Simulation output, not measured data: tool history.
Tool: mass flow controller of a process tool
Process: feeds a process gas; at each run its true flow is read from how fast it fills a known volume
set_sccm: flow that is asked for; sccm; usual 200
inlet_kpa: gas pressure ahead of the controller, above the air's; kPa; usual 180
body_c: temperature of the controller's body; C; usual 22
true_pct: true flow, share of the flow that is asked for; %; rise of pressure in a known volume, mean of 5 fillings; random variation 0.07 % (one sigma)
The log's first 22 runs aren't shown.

run 23 day=202.483 | set_sccm=76 inlet_kpa=195 body_c=21 | true_pct=98.00
run 24 day=212.671 | set_sccm=187 inlet_kpa=180 body_c=24 | true_pct=98.10
run 25 day=222.754 | set_sccm=187 inlet_kpa=180 body_c=24 | true_pct=98.02
run 26 day=233.646 | set_sccm=313 inlet_kpa=163 body_c=22 | true_pct=98.81
run 27 day=245.529 | set_sccm=313 inlet_kpa=163 body_c=22 | true_pct=98.87
run 28 day=253.742 | set_sccm=313 inlet_kpa=163 body_c=22 | true_pct=98.82
run 29 day=264.425 | set_sccm=66 inlet_kpa=220 body_c=22 | true_pct=97.18
run 30 day=274.138 | set_sccm=66 inlet_kpa=220 body_c=22 | true_pct=97.19
run 31 day=283.962 | set_sccm=111 inlet_kpa=146 body_c=21 | true_pct=97.66
run 32 day=295.783 | set_sccm=200 inlet_kpa=279 body_c=22 | true_pct=97.44
run 33 day=304.921 | set_sccm=272 inlet_kpa=186 body_c=38 | true_pct=96.75
run 34 day=315.792 | set_sccm=126 inlet_kpa=191 body_c=38 | true_pct=95.92
run 35 day=324.921 | set_sccm=100 inlet_kpa=180 body_c=22 | true_pct=97.07
-- day=333.871 controller's zero set anew
run 36 day=336.671 | set_sccm=100 inlet_kpa=180 body_c=22 | true_pct=97.04

Forecast each of these 3 alternatives for the next run:
run A day=346.921 | set_sccm=100 inlet_kpa=174 body_c=26 | true_pct=?
run B day=346.921 | set_sccm=147 inlet_kpa=267 body_c=30 | true_pct=?
run C day=346.921 | set_sccm=122 inlet_kpa=265 body_c=22 | true_pct=?

run=A true_pct=96.60
run=B true_pct=96.22
run=C true_pct=96.84
Without the tool's hidden state the same runs would have given:
run=A true_pct=98.06
run=B true_pct=97.67
run=C true_pct=98.30

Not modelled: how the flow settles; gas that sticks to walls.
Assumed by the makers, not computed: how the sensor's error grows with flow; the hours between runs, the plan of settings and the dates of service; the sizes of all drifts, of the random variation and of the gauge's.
